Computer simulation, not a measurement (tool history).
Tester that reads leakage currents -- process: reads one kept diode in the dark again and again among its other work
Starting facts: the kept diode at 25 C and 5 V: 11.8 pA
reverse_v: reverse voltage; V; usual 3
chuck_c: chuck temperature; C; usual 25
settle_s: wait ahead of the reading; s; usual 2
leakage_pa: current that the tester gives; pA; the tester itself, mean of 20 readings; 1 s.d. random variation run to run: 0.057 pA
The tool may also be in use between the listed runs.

run	day	reverse_v	chuck_c	settle_s	leakage_pa
1	0	3	25	2	12.64
2	1.388	3	25	2	12.74
3	2.621	3	26	2	13.58
4	3.312	3	25	0.99	12.78
5	4.058	3	25	2	12.76
6	5.092	3	25	2	12.87
7	5.917	3	25	2	12.88
8	7.175	3	25	2	12.91
9	8.342	3	25	2	12.88
10	8.975	2.27	32	8.84	17.94
11	9.954	3	45	2	54.81
12	11.296	1.03	25	6.08	6.76
13	12.042	1.03	25	6.08	6.76

Some steps in leakage_pa between neighbouring runs. How much of each would the tool show without its hidden state too (settings, what came in, random variation), and how much is left for the hidden state, with any gauge scatter that isn't in both results?
What the log doesn't record here: stray current of the dirty probe card, pA a volt; current scale over the true one, %; true chuck temperature over the reading, C; drift of the gauge itself on leakage_pa, %.
Run 11 -> 12: reverse_v 3 -> 1.03, chuck_c 45 -> 25, settle_s 2 -> 6.08. leakage_pa -48.05 pA: hidden state -6.35, all else -41.7.

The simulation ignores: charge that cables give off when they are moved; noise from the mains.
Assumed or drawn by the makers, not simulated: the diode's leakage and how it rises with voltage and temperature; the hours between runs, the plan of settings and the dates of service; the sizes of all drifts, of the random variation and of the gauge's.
